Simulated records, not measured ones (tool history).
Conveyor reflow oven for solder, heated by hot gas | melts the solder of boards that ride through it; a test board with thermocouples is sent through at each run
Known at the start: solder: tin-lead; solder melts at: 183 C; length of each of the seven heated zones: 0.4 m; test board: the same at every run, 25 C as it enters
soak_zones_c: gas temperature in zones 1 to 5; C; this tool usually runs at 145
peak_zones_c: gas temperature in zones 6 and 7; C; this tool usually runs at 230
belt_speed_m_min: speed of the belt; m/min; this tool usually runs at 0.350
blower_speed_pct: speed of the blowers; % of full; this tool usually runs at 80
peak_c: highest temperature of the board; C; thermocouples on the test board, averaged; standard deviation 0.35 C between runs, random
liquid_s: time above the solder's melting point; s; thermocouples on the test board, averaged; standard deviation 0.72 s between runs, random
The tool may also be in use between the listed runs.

{"run": 1, "hour": 0.0, "soak_zones_c": 145, "peak_zones_c": 230, "belt_speed_m_min": 0.35, "blower_speed_pct": 80, "peak_c": 221.2, "liquid_s": 114.6}
{"run": 2, "hour": 7.2, "soak_zones_c": 152, "peak_zones_c": 230, "belt_speed_m_min": 0.35, "blower_speed_pct": 80, "peak_c": 221.8, "liquid_s": 120.3}
{"run": 3, "hour": 12.1, "soak_zones_c": 147, "peak_zones_c": 230, "belt_speed_m_min": 0.35, "blower_speed_pct": 80, "peak_c": 221.5, "liquid_s": 116.7}
{"run": 4, "hour": 20.4, "soak_zones_c": 147, "peak_zones_c": 230, "belt_speed_m_min": 0.35, "blower_speed_pct": 80, "peak_c": 220.7, "liquid_s": 115.2}
{"run": 5, "hour": 27.7, "soak_zones_c": 147, "peak_zones_c": 230, "belt_speed_m_min": 0.35, "blower_speed_pct": 69, "peak_c": 219.6, "liquid_s": 114.4}
{"run": 6, "hour": 34.7, "soak_zones_c": 138, "peak_zones_c": 230, "belt_speed_m_min": 0.35, "blower_speed_pct": 69, "peak_c": 218.5, "liquid_s": 107.1}
{"run": 7, "hour": 40.9, "soak_zones_c": 138, "peak_zones_c": 230, "belt_speed_m_min": 0.35, "blower_speed_pct": 69, "peak_c": 218.8, "liquid_s": 107.5}
{"run": 8, "hour": 48.2, "soak_zones_c": 145, "peak_zones_c": 230, "belt_speed_m_min": 0.35, "blower_speed_pct": 80, "peak_c": 221.5, "liquid_s": 114.7}
{"run": 9, "hour": 56.7, "soak_zones_c": 145, "peak_zones_c": 230, "belt_speed_m_min": 0.35, "blower_speed_pct": 80, "peak_c": 221.4, "liquid_s": 113.9}
{"run": 10, "hour": 67.3, "soak_zones_c": 145, "peak_zones_c": 230, "belt_speed_m_min": 0.35, "blower_speed_pct": 80, "peak_c": 221.3, "liquid_s": 116.4}
{"run": 11, "hour": 77.7, "soak_zones_c": 145, "peak_zones_c": 230, "belt_speed_m_min": 0.35, "blower_speed_pct": 80, "peak_c": 221.3, "liquid_s": 115.1}
{"run": 12, "hour": 88.0, "soak_zones_c": 145, "peak_zones_c": 230, "belt_speed_m_min": 0.35, "blower_speed_pct": 80, "peak_c": 220.7, "liquid_s": 115.9}
{"run": 13, "hour": 99.0, "soak_zones_c": 145, "peak_zones_c": 230, "belt_speed_m_min": 0.35, "blower_speed_pct": 80, "peak_c": 220.8, "liquid_s": 115.4}
{"run": 14, "hour": 105.8, "soak_zones_c": 145, "peak_zones_c": 230, "belt_speed_m_min": 0.35, "blower_speed_pct": 80, "peak_c": 220.5, "liquid_s": 115.0}
{"run": 15, "hour": 112.2, "soak_zones_c": 145, "peak_zones_c": 230, "belt_speed_m_min": 0.35, "blower_speed_pct": 80, "peak_c": 221.2, "liquid_s": 115.1}
{"run": 16, "hour": 122.3, "soak_zones_c": 145, "peak_zones_c": 230, "belt_speed_m_min": 0.35, "blower_speed_pct": 80, "peak_c": 220.8, "liquid_s": 115.7}
{"run": 17, "hour": 130.9, "soak_zones_c": 149, "peak_zones_c": 236, "belt_speed_m_min": 0.344, "blower_speed_pct": 74, "peak_c": 226.8, "liquid_s": 124.7}
{"run": 18, "hour": 135.6, "soak_zones_c": 149, "peak_zones_c": 236, "belt_speed_m_min": 0.344, "blower_speed_pct": 74, "peak_c": 227.5, "liquid_s": 125.6}
{"run": 19, "hour": 141.4, "soak_zones_c": 149, "peak_zones_c": 236, "belt_speed_m_min": 0.344, "blower_speed_pct": 74, "peak_c": 227.4, "liquid_s": 124.5}
{"run": 20, "hour": 147.6, "soak_zones_c": 149, "peak_zones_c": 236, "belt_speed_m_min": 0.344, "blower_speed_pct": 74, "peak_c": 227.4, "liquid_s": 125.7}
{"hour": 153.6, "done": "flux residue cleaned out of gas plates and filters"}
{"run": 21, "hour": 160.4, "soak_zones_c": 139, "peak_zones_c": 244, "belt_speed_m_min": 0.35, "blower_speed_pct": 80, "peak_c": 232.0, "liquid_s": 121.6}
{"run": 22, "hour": 170.2, "soak_zones_c": 139, "peak_zones_c": 244, "belt_speed_m_min": 0.35, "blower_speed_pct": 80, "peak_c": 231.7, "liquid_s": 121.7}
{"run": 23, "hour": 177.6, "soak_zones_c": 134, "peak_zones_c": 234, "belt_speed_m_min": 0.295, "blower_speed_pct": 80, "peak_c": 226.8, "liquid_s": 137.7}
{"run": 24, "hour": 188.1, "soak_zones_c": 134, "peak_zones_c": 234, "belt_speed_m_min": 0.295, "blower_speed_pct": 80, "peak_c": 226.5, "liquid_s": 137.9}
{"run": 25, "hour": 194.6, "soak_zones_c": 134, "peak_zones_c": 234, "belt_speed_m_min": 0.295, "blower_speed_pct": 80, "peak_c": 226.6, "liquid_s": 136.4}
{"run": 26, "hour": 203.9, "soak_zones_c": 142, "peak_zones_c": 234, "belt_speed_m_min": 0.295, "blower_speed_pct": 80, "peak_c": 227.6, "liquid_s": 141.8}
{"run": 27, "hour": 209.2, "soak_zones_c": 142, "peak_zones_c": 234, "belt_speed_m_min": 0.295, "blower_speed_pct": 80, "peak_c": 227.6, "liquid_s": 142.6}
{"run": 28, "hour": 217.5, "soak_zones_c": 137, "peak_zones_c": 221, "belt_speed_m_min": 0.317, "blower_speed_pct": 85, "peak_c": 213.2, "liquid_s": 112.5}
{"hour": 224.2, "done": "flux residue cleaned out of gas plates and filters, once more"}
{"run": 29, "hour": 228.2, "soak_zones_c": 137, "peak_zones_c": 221, "belt_speed_m_min": 0.317, "blower_speed_pct": 74, "peak_c": 214.4, "liquid_s": 114.9}
{"run": 30, "hour": 238.7, "soak_zones_c": 155, "peak_zones_c": 230, "belt_speed_m_min": 0.339, "blower_speed_pct": 71, "peak_c": 223.1, "liquid_s": 127.1}
{"run": 31, "hour": 246.0, "soak_zones_c": 159, "peak_zones_c": 230, "belt_speed_m_min": 0.35, "blower_speed_pct": 75, "peak_c": 223.6, "liquid_s": 128.0}
{"run": 32, "hour": 255.2, "soak_zones_c": 159, "peak_zones_c": 230, "belt_speed_m_min": 0.35, "blower_speed_pct": 75, "peak_c": 223.2, "liquid_s": 127.9}

Below are 3 alternative next runs, each starting from the tool's condition after run 32. Predict each:
{"run": "A", "hour": 260.0, "soak_zones_c": 145, "peak_zones_c": 230, "belt_speed_m_min": 0.297, "blower_speed_pct": 80, "peak_c": "?", "liquid_s": "?"}
{"run": "B", "hour": 260.0, "soak_zones_c": 135, "peak_zones_c": 232, "belt_speed_m_min": 0.35, "blower_speed_pct": 53, "peak_c": "?", "liquid_s": "?"}
{"run": "C", "hour": 260.0, "soak_zones_c": 159, "peak_zones_c": 230, "belt_speed_m_min": 0.35, "blower_speed_pct": 58, "peak_c": "?", "liquid_s": "?"}

run=A peak_c=225.7 liquid_s=143.3
run=B peak_c=219.2 liquid_s=106.3
run=C peak_c=221.4 liquid_s=127.2
Take away the tool's hidden state, keep each run's random variation, and the runs would have read:
run=A peak_c=224.4 liquid_s=141.3
run=B peak_c=218.0 liquid_s=104.2
run=C peak_c=220.1 liquid_s=125.3

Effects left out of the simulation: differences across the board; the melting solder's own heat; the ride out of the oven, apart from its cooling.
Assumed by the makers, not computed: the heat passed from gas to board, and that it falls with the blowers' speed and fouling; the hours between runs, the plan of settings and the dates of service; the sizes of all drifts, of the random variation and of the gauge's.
